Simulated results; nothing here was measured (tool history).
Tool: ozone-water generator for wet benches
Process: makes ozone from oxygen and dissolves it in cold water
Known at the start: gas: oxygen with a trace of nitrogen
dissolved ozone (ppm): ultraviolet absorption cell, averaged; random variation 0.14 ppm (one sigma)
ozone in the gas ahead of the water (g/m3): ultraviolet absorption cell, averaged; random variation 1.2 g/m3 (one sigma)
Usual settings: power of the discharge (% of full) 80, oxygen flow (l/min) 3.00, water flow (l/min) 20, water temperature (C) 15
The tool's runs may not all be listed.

run   hour  power of the discharge (% of full)  oxygen flow (l/min)  water flow (l/min)  water temperature (C)  dissolved ozone (ppm)  ozone in the gas ahead of the water (g/m3)
  1    0.0                                  80                 3.00                  20                     15                   16.2                                       223.6
  2  167.0                                  80                 5.24                  20                     15                   15.9                                       153.7
  3  292.7                                  80                 2.51                  20                     15                   15.6                                       249.1
  4  406.6                                  80                 2.51                  20                     15                   15.9                                       253.8
  5  536.3                                  80                 3.00                  13                     15                   24.3                                       222.1
  6  710.3                                  80                 3.11                  27                     15                   11.3                                       216.7
  7  895.5                                  80                 3.11                  27                     15                   11.3                                       216.3

The next listed run, before its measurement:
  8  981.9                                  40                 3.11                  22                     15                      ?                                           ?

Run 8 gave dissolved ozone (ppm) 9.8, ozone in the gas ahead of the water (g/m3) 150.5.
Without the tool's hidden state the same run would have given dissolved ozone (ppm) 10.4, ozone in the gas ahead of the water (g/m3) 153.0.
